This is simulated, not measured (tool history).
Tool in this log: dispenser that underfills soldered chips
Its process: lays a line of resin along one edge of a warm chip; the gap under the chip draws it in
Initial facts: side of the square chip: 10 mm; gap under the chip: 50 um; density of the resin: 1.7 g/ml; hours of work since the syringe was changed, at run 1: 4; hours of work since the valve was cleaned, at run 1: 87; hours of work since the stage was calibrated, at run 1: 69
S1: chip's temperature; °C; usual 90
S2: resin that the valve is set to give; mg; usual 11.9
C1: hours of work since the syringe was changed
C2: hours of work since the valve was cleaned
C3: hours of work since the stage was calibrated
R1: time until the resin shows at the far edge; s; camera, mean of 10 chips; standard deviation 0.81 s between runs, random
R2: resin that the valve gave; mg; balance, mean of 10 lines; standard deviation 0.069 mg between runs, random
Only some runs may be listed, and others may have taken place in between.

run   hour   S1    S2  C1   C2   C3     R1     R2
  1    0.0   90  11.9   4   87   69   93.5  11.39
       7.0  -- new syringe of resin
  2   10.4   90  11.9   2   93   75   82.8  11.34
      20.2  -- new syringe of resin
  3   20.9   90  11.9   0   99   82   76.2  11.32
  4   25.7   90  15.0   3  102   85   84.7  14.15
  5   31.9   81  15.0   7  106   89  145.6  14.12
      34.0  -- new syringe of resin
  6   39.3   90  11.9   3  111   93   88.8  11.32
      47.8  -- new syringe of resin
  7   50.0   90  11.9   1  117  100   78.1  11.24
  8   57.1   94  11.9   6  122  104   82.8  11.12
      61.0  -- new syringe of resin
  9   68.5   94  11.9   5  129  111   77.2  11.06
 10   73.4   86  14.3   8  132  114  120.5  13.38
      74.4  -- new syringe of resin
 11   81.2   75  10.4   4  136  119  177.7   9.56
      87.8  -- new syringe of resin
 12   88.1   84  10.6   0  140  123   96.8   9.78
      96.5  -- dispensing valve cleaned and set on the balance
 13   97.9   84  10.6   6    1  128  122.5  10.60
     101.9  -- new syringe of resin
 14  108.1  102  11.1   4    7  135   56.3  11.11
 15  113.2  102  11.1   7   10  138   65.3  11.02
     114.9  -- new syringe of resin
 16  119.8   92  12.7   3   14  142   77.2  12.62
     127.9  -- new syringe of resin
 17  129.5  102  14.4   1   20  148   47.3  14.36
 18  136.5   96  13.0   5   24  152   74.0  12.94

Predict each of these 5 candidate next runs independently; none follows another, all start after run 18:
     141.3  -- new syringe of resin
  A  145.6  90  13.9   3  30  157   ?   ?
     141.3  -- new syringe of resin
  B  145.6  97  11.4   3  30  157   ?   ?
     141.3  -- new syringe of resin
  C  145.6  96  13.1   3  30  157   ?   ?
     141.3  -- new syringe of resin
  D  145.6  95  10.3   3  30  157   ?   ?
     141.3  -- new syringe of resin
  E  145.6  96  15.4   3  30  157   ?   ?

run    R1     R2
  A  81.0  13.72
  B  61.7  11.30
  C  63.3  12.97
  D  70.2  10.03
  E  62.2  15.32
The same runs, with their run-to-run variation unchanged, on a tool lacking any hidden condition would have given:
run    R1     R2
  A  73.9  13.89
  B  56.0  11.44
  C  57.6  13.13
  D  63.7  10.16
  E  56.7  15.50
